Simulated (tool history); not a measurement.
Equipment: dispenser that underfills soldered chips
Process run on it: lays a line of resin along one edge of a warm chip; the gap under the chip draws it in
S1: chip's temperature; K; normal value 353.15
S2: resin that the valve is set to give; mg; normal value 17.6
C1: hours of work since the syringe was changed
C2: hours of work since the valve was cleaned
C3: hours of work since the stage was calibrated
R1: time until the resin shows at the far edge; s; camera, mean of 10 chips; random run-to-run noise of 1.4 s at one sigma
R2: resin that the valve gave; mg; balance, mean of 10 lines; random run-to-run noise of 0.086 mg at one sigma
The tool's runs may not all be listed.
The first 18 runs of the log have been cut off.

run,day,S1,S2,C1,C2,C3,R1,R2
# day 9.454: new syringe of resin
# day 9.821: new syringe of resin
19,9.821,354.15,17.3,0,78,44,133.2,15.94
# day 10.183: new syringe of resin
20,10.308,341.15,17.8,2,86,52,280.2,16.30
# day 10.550: new syringe of resin
# day 10.592: dispensing valve cleaned and set on the balance
# day 10.950: new syringe of resin
21,10.988,339.15,16.5,1,7,62,289.5,16.43
# day 11.329: new syringe of resin
# day 11.671: new syringe of resin
22,11.671,339.15,16.5,0,18,74,283.5,16.15
# day 12.017: new syringe of resin
23,12.100,339.15,16.5,1,25,81,306.2,16.04
# day 12.388: new syringe of resin
24,12.571,356.15,19.2,3,33,89,138.7,18.57
# day 12.733: new syringe of resin
# day 13.088: new syringe of resin
25,13.096,358.15,17.5,0,42,97,112.0,16.84
# day 13.442: new syringe of resin
26,13.721,355.15,20.3,5,52,108,167.4,19.05
# day 13.812: new syringe of resin
27,14.071,341.15,16.1,4,58,114,343.6,15.23

Forecast run 28:
# day 14.179: new syringe of resin
# day 14.546: new syringe of resin
28,14.667,346.15,15.2,2,68,123,?,?

{"run 28": {"R1": 230.9, "R2": 14.23}}
With no hidden state in the tool, this same run would have given R1 201.3 s, R2 15.25 mg.

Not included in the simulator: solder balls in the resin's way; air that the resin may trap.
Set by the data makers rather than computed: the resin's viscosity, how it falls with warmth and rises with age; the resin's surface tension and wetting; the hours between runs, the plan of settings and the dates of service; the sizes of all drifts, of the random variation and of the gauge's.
